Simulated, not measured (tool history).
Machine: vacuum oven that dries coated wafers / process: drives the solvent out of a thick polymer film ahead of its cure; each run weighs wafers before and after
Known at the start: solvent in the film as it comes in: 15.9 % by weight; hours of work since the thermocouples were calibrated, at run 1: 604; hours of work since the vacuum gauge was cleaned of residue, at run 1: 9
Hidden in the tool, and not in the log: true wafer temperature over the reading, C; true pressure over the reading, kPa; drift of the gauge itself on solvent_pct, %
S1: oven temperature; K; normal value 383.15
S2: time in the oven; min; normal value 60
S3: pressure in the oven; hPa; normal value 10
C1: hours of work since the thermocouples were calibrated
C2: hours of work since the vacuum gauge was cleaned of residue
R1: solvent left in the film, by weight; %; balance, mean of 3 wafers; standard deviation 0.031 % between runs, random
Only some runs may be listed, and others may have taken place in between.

| run | hour | S1 | S2 | S3 | C1 | C2 | R1 |
|---|---|---|---|---|---|---|---|
| 1 | 0 | 383.15 | 60 | 10 | 604 | 9 | 1.28 |
| 2 | 10.7 | 383.15 | 60 | 10 | 612 | 16 | 1.31 |
| 3 | 23.8 | 383.15 | 60 | 10 | 621 | 26 | 1.27 |
| 4 | 41 | 383.15 | 60 | 10 | 633 | 38 | 1.33 |
| 5 | 49.7 | 383.15 | 60 | 10 | 639 | 44 | 1.27 |
| 6 | 58.8 | 383.15 | 60 | 10 | 646 | 50 | 1.33 |
| 7 | 78.7 | 383.15 | 60 | 10 | 660 | 64 | 1.29 |
| 8 | 87.2 | 383.15 | 60 | 10 | 666 | 70 | 1.29 |
| 9 | 106.8 | 383.15 | 60 | 10 | 680 | 84 | 1.24 |
| 10 | 126.9 | 383.15 | 60 | 10 | 694 | 99 | 1.25 |
| 11 | 137.3 | 383.15 | 60 | 10 | 701 | 106 | 1.26 |
| 12 | 152.4 | 383.15 | 60 | 10 | 712 | 117 | 1.3 |
| 13 | 162.7 | 383.15 | 60 | 29.8 | 719 | 124 | 2.48 |
| 14 | 173.7 | 383.15 | 43 | 10 | 727 | 132 | 2.14 |
| 15 | 185.5 | 383.15 | 43 | 10 | 735 | 140 | 2.16 |
| 16 | 205.4 | 383.15 | 43 | 10 | 749 | 154 | 2.13 |
| 17 | 216.8 | 383.15 | 43 | 10 | 757 | 162 | 2.17 |
| 18 | 228.5 | 391.15 | 60 | 10 | 766 | 170 | 0.63 |
| 19 | 247.8 | 391.15 | 60 | 10 | 779 | 184 | 0.64 |
| 20 | 262.3 | 383.15 | 41 | 10 | 790 | 194 | 2.32 |
| 21 | 272.6 | 383.15 | 41 | 10 | 797 | 202 | 2.27 |
| 22 | 281.8 | 383.15 | 60 | 11.1 | 803 | 208 | 1.36 |
| 23 | 291.1 | 377.15 | 34 | 37.2 | 810 | 215 | 6 |
| 24 | 310 | 396.15 | 48 | 10 | 823 | 228 | 0.55 |
| 25 | 323.3 | 383.15 | 60 | 22.4 | 833 | 237 | 1.98 |
| 26 | 336.5 | 376.15 | 60 | 12 | 842 | 247 | 2.55 |
| 27 | 351.8 | 376.15 | 69 | 19.4 | 853 | 258 | 2.65 |
| 28 | 369.9 | 376.15 | 77 | 10.3 | 866 | 270 | 1.7 |
| 29 | 384.5 | 376.15 | 77 | 10.3 | 876 | 281 | 1.7 |
| 30 | 401 | 382.15 | 102 | 8.1 | 888 | 292 | 0.65 |
| 31 | 417.6 | 382.15 | 35 | 7.1 | 899 | 304 | 2.99 |
| 32 | 432.7 | 376.15 | 35 | 21.8 | 910 | 315 | 5.25 |
| 33 | 448.7 | 391.15 | 35 | 21.8 | 921 | 326 | 1.97 |
| 34 | 468.4 | 369.15 | 58 | 11.6 | 935 | 340 | 4.28 |
| 35 | 485.7 | 393.15 | 60 | 10 | 948 | 352 | 0.52 |
| 36 | 497.7 | 390.15 | 60 | 6.2 | 956 | 361 | 0.56 |
| 37 | 513.4 | 383.15 | 31 | 5.2 | 967 | 372 | 3.1 |
| 38 | 523.5 | 383.15 | 31 | 5.2 | 974 | 379 | 3.11 |
| 39 | 533.6 | 396.15 | 103 | 10 | 981 | 386 | 0.45 |
| 40 | 553.5 | 384.15 | 62 | 15.7 | 996 | 400 | 1.47 |
| 41 | 564.8 | 379.15 | 41 | 5.6 | 1004 | 408 | 2.85 |
| 42 | 581 | 389.15 | 65 | 25.8 | 1015 | 420 | 1.48 |
|  | 593.9 | oven's thermocouples calibrated |
| 43 | 594.7 | 389.15 | 65 | 25.8 | 1 | 428 | 1.52 |

For each entry between runs, how does the tool's hidden state at the last listed run before it compare with that at the first listed run after it?
Between runs 42 and 43: oven's thermocouples calibrated (hour 593.9)
  true wafer temperature over the reading, C: -0.04 -> 0
